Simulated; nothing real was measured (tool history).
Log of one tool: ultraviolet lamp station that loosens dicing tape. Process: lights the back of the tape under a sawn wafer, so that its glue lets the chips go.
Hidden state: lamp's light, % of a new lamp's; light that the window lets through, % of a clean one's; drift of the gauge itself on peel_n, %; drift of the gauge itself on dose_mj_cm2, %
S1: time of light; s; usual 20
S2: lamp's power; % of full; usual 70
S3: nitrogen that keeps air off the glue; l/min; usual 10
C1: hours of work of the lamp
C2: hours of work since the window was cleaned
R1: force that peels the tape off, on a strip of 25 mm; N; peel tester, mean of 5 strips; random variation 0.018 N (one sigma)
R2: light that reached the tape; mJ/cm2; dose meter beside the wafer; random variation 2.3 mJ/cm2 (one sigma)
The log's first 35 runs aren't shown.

run 36 day=74.538 | S1=20 S2=77 S3=10 | C1=1280 C2=124 | R1=1.729 R2=159
-- day=76.458 lamp changed
run 37 day=77.538 | S1=14 S2=70 S3=12 | C1=15 C2=166 | R1=1.517 R2=169
run 38 day=79.125 | S1=29 S2=73 S3=13 | C1=38 C2=188 | R1=0.324 R2=355
run 39 day=80.538 | S1=27 S2=72 S3=19 | C1=58 C2=208 | R1=0.311 R2=324
run 40 day=82.025 | S1=27 S2=72 S3=19 | C1=79 C2=229 | R1=0.324 R2=323
run 41 day=83.554 | S1=27 S2=72 S3=19 | C1=101 C2=251 | R1=0.314 R2=317
run 42 day=86.008 | S1=27 S2=72 S3=19 | C1=136 C2=286 | R1=0.343 R2=315
run 43 day=88.904 | S1=33 S2=97 S3=10 | C1=177 C2=327 | R1=0.156 R2=511

Forecast each of these 4 alternatives for the next run:
run A day=90.612 | S1=22 S2=72 S3=3 | C1=201 C2=351 | R1=? R2=?
run B day=90.612 | S1=20 S2=97 S3=10 | C1=201 C2=351 | R1=? R2=?
run C day=90.612 | S1=20 S2=70 S3=5 | C1=201 C2=351 | R1=? R2=?
run D day=90.612 | S1=20 S2=85 S3=15 | C1=201 C2=351 | R1=? R2=?

run=A R1=1.756 R2=251
run=B R1=0.559 R2=305
run=C R1=1.591 R2=221
run=D R1=0.574 R2=265
Without the tool's hidden state the same runs would have given:
run=A R1=1.499 R2=281
run=B R1=0.429 R2=341
run=C R1=1.343 R2=247
run=D R1=0.441 R2=297
